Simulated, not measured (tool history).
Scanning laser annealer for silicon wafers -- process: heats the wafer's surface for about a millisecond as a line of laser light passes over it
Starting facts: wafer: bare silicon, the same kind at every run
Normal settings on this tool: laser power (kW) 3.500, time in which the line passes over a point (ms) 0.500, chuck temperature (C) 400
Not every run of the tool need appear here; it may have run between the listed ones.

run,day,laser power (kW),time in which the line passes over a point (ms),chuck temperature (C),highest temperature of the surface (C)
1,0.000,3.500,0.500,400,1108
2,1.083,3.500,0.616,400,1194
3,1.971,3.500,0.500,425,1129
4,3.146,3.500,0.500,425,1132
5,4.458,3.500,0.545,400,1138
6,5.546,3.500,0.545,380,1119
7,6.225,3.500,0.545,421,1157
8,7.762,3.500,0.500,362,1060
9,9.138,3.500,0.500,362,1063
10,9.908,3.500,0.500,362,1061
11,10.896,3.500,0.500,362,1060
12,12.350,3.500,0.500,400,1098
# day 12.675: optics aligned, line set to its width
13,13.975,3.500,0.563,400,1170
14,15.538,3.500,0.374,400,1011
15,16.842,3.500,0.374,400,1008
16,18.108,3.500,0.374,400,1010
17,18.967,3.500,0.500,400,1118
18,20.462,3.500,0.500,400,1119
19,21.162,3.500,0.500,400,1118
20,22.754,3.253,0.500,432,1088
21,23.892,3.591,0.488,419,1148
22,24.579,3.591,0.488,419,1147
23,26.088,3.421,0.422,400,1034
24,27.096,3.421,0.422,400,1032
25,28.667,3.421,0.422,400,1029
26,29.862,3.500,0.364,400,999
27,31.267,3.500,0.497,400,1106
28,32.825,3.500,0.497,400,1104
29,34.221,3.520,0.550,363,1116
30,35.488,3.518,0.352,378,965
31,36.888,3.518,0.495,378,1085
32,37.904,3.591,0.500,400,1129
33,38.788,3.188,0.604,397,1098
34,39.779,3.188,0.432,397,975
35,41.271,3.814,0.591,401,1261
36,42.779,2.995,0.546,410,1022

5 options for the next run, each taken on its own from the tool as it stands now. Forecast them:
A,44.112,3.360,0.580,420,?
B,44.112,3.500,0.533,414,?
C,44.112,3.103,0.396,410,?
D,44.112,3.411,0.373,413,?
E,44.112,3.500,0.500,389,?

run,highest temperature of the surface (C)
A,1141
B,1144
C,942
D,993
E,1091
Without the tool's unlogged condition, the same runs would have read:
run,highest temperature of the surface (C)
A,1174
B,1177
C,966
D,1019
E,1123

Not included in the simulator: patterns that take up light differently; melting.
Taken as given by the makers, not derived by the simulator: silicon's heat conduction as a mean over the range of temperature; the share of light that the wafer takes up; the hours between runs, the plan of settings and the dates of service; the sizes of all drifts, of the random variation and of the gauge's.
